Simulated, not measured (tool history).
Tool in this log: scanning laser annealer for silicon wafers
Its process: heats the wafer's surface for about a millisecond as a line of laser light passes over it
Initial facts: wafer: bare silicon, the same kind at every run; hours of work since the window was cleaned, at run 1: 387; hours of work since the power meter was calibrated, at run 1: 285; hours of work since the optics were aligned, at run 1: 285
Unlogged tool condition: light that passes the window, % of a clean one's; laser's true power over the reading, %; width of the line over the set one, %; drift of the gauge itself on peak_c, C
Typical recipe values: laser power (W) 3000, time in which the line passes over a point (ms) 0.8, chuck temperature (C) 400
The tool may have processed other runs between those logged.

run	day	laser power (W)	time in which the line passes over a point (ms)	chuck temperature (C)	hours of work since the window was cleaned	hours of work since the power meter was calibrated	hours of work since the optics were aligned	highest temperature of the surface (C)
1	0	3000	0.8	400	387	285	285	1192
2	2.896	3000	0.993	400	430	329	329	1283
3	5.267	3000	0.993	400	466	364	364	1281
4	8.025	3000	0.993	400	508	406	406	1278
5	10.892	3000	0.993	400	551	449	449	1281
6	13.758	3000	0.993	400	594	492	492	1279
7	16.112	3000	0.993	400	629	528	528	1275
8	19.117	3000	0.993	400	675	573	573	1274
# day 19.562: optics aligned, line set to its width
9	21.975	3000	0.993	400	715	613	36	1269
10	24.008	3000	0.8	400	745	644	67	1179
# day 24.625: optics aligned, line set to its width, once more
11	26.146	3000	0.8	400	774	673	23	1187
12	27.95	3000	0.8	400	802	700	50	1185
13	30.212	3000	0.8	400	836	734	84	1186
14	32.321	3000	0.8	418	867	766	116	1204
15	33.596	2819	0.678	418	887	785	135	1085
16	35.238	3128	0.782	400	911	810	160	1212
# day 36.738: window over the wafer cleaned
17	37.704	2562	0.663	402	15	846	196	1002
18	40.033	2966	0.784	402	50	881	231	1182
19	42.521	2911	0.784	385	87	918	268	1147
20	45.1	2911	0.784	385	126	957	307	1144
21	47.454	2573	0.562	373	162	993	343	921
22	50.075	2601	0.996	372	201	1032	382	1116
23	51.712	3000	0.92	400	226	1057	407	1248
24	54.554	2877	0.88	394	268	1100	450	1182
25	57.529	2993	0.793	429	313	1144	495	1212
26	59.467	2852	0.647	429	343	1174	524	1092
27	61.733	2638	0.683	409	377	1208	558	1026
28	63.071	2638	0.683	409	397	1228	578	1025

5 options for the next run, each taken on its own from the tool as it stands now. Forecast them:
A	64.362	2706	0.626	375	416	1247	598	?
B	64.362	2638	0.696	405	416	1247	598	?
C	64.362	2706	0.683	385	416	1247	598	?
D	64.362	2638	0.754	409	416	1247	598	?
E	64.362	3238	0.8	400	416	1247	598	?

run	highest temperature of the surface (C)
A	985
B	1029
C	1026
D	1059
E	1259
With no hidden state in the tool, these same runs would have given:
run	highest temperature of the surface (C)
A	1006
B	1051
C	1048
D	1082
E	1289
